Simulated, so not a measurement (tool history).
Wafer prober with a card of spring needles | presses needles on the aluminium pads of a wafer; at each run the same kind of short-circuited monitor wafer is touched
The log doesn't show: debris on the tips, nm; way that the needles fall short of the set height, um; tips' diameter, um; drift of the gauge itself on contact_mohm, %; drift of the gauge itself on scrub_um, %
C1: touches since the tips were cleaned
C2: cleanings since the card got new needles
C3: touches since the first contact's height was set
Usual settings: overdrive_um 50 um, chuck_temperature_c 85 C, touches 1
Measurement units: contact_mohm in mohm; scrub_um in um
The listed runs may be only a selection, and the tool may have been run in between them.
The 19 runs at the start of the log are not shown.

-- hour=110.7 tips cleaned on abrasive film
run 20 hour=116 | overdrive_um=42 chuck_temperature_c=75 touches=1 | C1=2795 C2=39 C3=84212 | contact_mohm=951 scrub_um=5.447
-- hour=116.9 height of the first contact set anew
run 21 hour=120.4 | overdrive_um=50 chuck_temperature_c=32 touches=2 | C1=4958 C2=39 C3=1843 | contact_mohm=574 scrub_um=6.437
-- hour=121.2 tips cleaned on abrasive film
run 22 hour=124.8 | overdrive_um=42 chuck_temperature_c=34 touches=1 | C1=1875 C2=40 C3=4085 | contact_mohm=837 scrub_um=5.386
-- hour=132 tips cleaned on abrasive film
-- hour=132.9 height of the first contact set anew, once more
run 23 hour=133.6 | overdrive_um=42 chuck_temperature_c=49 touches=1 | C1=690 C2=41 C3=368 | contact_mohm=570 scrub_um=5.515
run 24 hour=140.4 | overdrive_um=42 chuck_temperature_c=66 touches=1 | C1=4284 C2=41 C3=3962 | contact_mohm=1050 scrub_um=5.53
-- hour=142.5 tips cleaned on abrasive film
run 25 hour=146.4 | overdrive_um=42 chuck_temperature_c=66 touches=1 | C1=2011 C2=42 C3=7016 | contact_mohm=862 scrub_um=5.516
-- hour=153.2 tips cleaned on abrasive film
run 26 hour=153.6 | overdrive_um=50 chuck_temperature_c=41 touches=1 | C1=165 C2=43 C3=10720 | contact_mohm=270 scrub_um=6.569
run 27 hour=158.3 | overdrive_um=50 chuck_temperature_c=41 touches=1 | C1=2629 C2=43 C3=13184 | contact_mohm=692 scrub_um=6.559
-- hour=163.9 tips cleaned on abrasive film
run 28 hour=164.3 | overdrive_um=52 chuck_temperature_c=26 touches=2 | C1=183 C2=44 C3=16280 | contact_mohm=195 scrub_um=6.824
run 29 hour=168.8 | overdrive_um=52 chuck_temperature_c=26 touches=2 | C1=2533 C2=44 C3=18630 | contact_mohm=470 scrub_um=6.808

Run 30 comes next. What will it give?
-- hour=174.2 tips cleaned on abrasive film
run 30 hour=176.3 | overdrive_um=57 chuck_temperature_c=56 touches=1 | C1=1055 C2=45 C3=22493 | contact_mohm=? scrub_um=?

{"run 30": {"contact_mohm": 406, "scrub_um": 7.486}}
Without the tool's hidden state the same run would have given contact_mohm 145 mohm, scrub_um 7.512 um.
